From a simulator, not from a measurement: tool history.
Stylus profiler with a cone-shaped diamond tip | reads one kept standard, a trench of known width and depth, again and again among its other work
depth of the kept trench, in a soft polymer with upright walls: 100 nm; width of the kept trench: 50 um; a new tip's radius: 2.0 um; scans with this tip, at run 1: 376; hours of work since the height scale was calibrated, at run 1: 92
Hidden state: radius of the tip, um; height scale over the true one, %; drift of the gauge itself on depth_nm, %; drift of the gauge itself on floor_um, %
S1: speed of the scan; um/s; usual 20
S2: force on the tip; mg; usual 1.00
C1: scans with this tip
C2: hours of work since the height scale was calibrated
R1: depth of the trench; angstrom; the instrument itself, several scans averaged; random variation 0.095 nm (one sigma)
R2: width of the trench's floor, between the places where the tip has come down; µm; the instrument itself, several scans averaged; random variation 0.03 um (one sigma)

{"run": 1, "hour": 0.0, "S1": 20, "S2": 1.0, "C1": 376, "C2": 92, "R1": 1007.2, "R2": 48.56}
{"run": 2, "hour": 35.2, "S1": 63, "S2": 1.0, "C1": 469, "C2": 114, "R1": 1007.6, "R2": 48.25}
{"run": 3, "hour": 62.2, "S1": 20, "S2": 1.0, "C1": 541, "C2": 132, "R1": 1004.5, "R2": 48.6}
{"run": 4, "hour": 120.7, "S1": 20, "S2": 1.0, "C1": 695, "C2": 169, "R1": 1002.8, "R2": 48.56}
{"run": 5, "hour": 171.1, "S1": 20, "S2": 1.0, "C1": 828, "C2": 202, "R1": 1005.0, "R2": 48.61}
{"run": 6, "hour": 202.3, "S1": 20, "S2": 1.0, "C1": 911, "C2": 222, "R1": 1004.6, "R2": 48.61}
{"run": 7, "hour": 244.1, "S1": 20, "S2": 1.0, "C1": 1022, "C2": 249, "R1": 1005.6, "R2": 48.59}
{"run": 8, "hour": 283.1, "S1": 20, "S2": 1.0, "C1": 1125, "C2": 274, "R1": 1003.8, "R2": 48.63}
{"run": 9, "hour": 326.2, "S1": 20, "S2": 1.39, "C1": 1239, "C2": 302, "R1": 1005.5, "R2": 48.58}
{"run": 10, "hour": 378.9, "S1": 20, "S2": 1.0, "C1": 1378, "C2": 336, "R1": 1005.3, "R2": 48.57}
{"run": 11, "hour": 424.0, "S1": 20, "S2": 0.71, "C1": 1497, "C2": 365, "R1": 1006.3, "R2": 48.54}
{"run": 12, "hour": 486.1, "S1": 20, "S2": 0.71, "C1": 1662, "C2": 405, "R1": 1006.2, "R2": 48.56}
{"hour": 492.4, "done": "height scale calibrated on a step standard"}
{"run": 13, "hour": 531.8, "S1": 20, "S2": 0.71, "C1": 1781, "C2": 25, "R1": 1006.8, "R2": 48.55}
{"run": 14, "hour": 572.3, "S1": 20, "S2": 0.71, "C1": 1888, "C2": 51, "R1": 1005.7, "R2": 48.5}
{"run": 15, "hour": 634.3, "S1": 16, "S2": 1.12, "C1": 2052, "C2": 91, "R1": 1006.0, "R2": 48.63}
{"run": 16, "hour": 671.9, "S1": 7, "S2": 1.12, "C1": 2152, "C2": 116, "R1": 1008.2, "R2": 48.61}
{"hour": 700.2, "done": "height scale calibrated on a step standard, once more"}
{"run": 17, "hour": 713.8, "S1": 15, "S2": 1.29, "C1": 2261, "C2": 9, "R1": 1007.0, "R2": 48.61}
{"run": 18, "hour": 777.3, "S1": 14, "S2": 1.29, "C1": 2429, "C2": 50, "R1": 1006.5, "R2": 48.55}
{"run": 19, "hour": 818.9, "S1": 8, "S2": 2.97, "C1": 2539, "C2": 76, "R1": 1011.1, "R2": 48.7}
{"run": 20, "hour": 861.4, "S1": 5, "S2": 1.35, "C1": 2652, "C2": 104, "R1": 1007.1, "R2": 48.63}
{"run": 21, "hour": 923.2, "S1": 43, "S2": 1.2, "C1": 2815, "C2": 144, "R1": 1005.8, "R2": 48.35}
{"run": 22, "hour": 969.2, "S1": 9, "S2": 1.0, "C1": 2937, "C2": 173, "R1": 1005.4, "R2": 48.6}
{"run": 23, "hour": 1014.9, "S1": 9, "S2": 1.0, "C1": 3058, "C2": 203, "R1": 1006.7, "R2": 48.59}
{"run": 24, "hour": 1068.5, "S1": 31, "S2": 1.0, "C1": 3199, "C2": 237, "R1": 1006.8, "R2": 48.43}
{"run": 25, "hour": 1123.8, "S1": 31, "S2": 1.0, "C1": 3346, "C2": 273, "R1": 1006.5, "R2": 48.45}

The same runs without the tool's hidden state, with the same run-to-run variation:
run=1 R1=1006.9 R2=48.56
run=2 R1=1007.2 R2=48.25
run=3 R1=1004.1 R2=48.61
run=4 R1=1002.2 R2=48.58
run=5 R1=1004.2 R2=48.62
run=6 R1=1003.7 R2=48.63
run=7 R1=1004.6 R2=48.61
run=8 R1=1002.7 R2=48.66
run=9 R1=1004.2 R2=48.60
run=10 R1=1003.9 R2=48.60
run=11 R1=1004.7 R2=48.58
run=12 R1=1004.4 R2=48.59
run=13 R1=1003.9 R2=48.58
run=14 R1=1002.7 R2=48.54
run=15 R1=1002.8 R2=48.67
run=16 R1=1004.9 R2=48.66
run=17 R1=1006.4 R2=48.67
run=18 R1=1005.7 R2=48.61
run=19 R1=1010.2 R2=48.76
run=20 R1=1006.0 R2=48.69
run=21 R1=1004.6 R2=48.41
run=22 R1=1004.1 R2=48.67
run=23 R1=1005.2 R2=48.66
run=24 R1=1005.1 R2=48.51
run=25 R1=1004.7 R2=48.52

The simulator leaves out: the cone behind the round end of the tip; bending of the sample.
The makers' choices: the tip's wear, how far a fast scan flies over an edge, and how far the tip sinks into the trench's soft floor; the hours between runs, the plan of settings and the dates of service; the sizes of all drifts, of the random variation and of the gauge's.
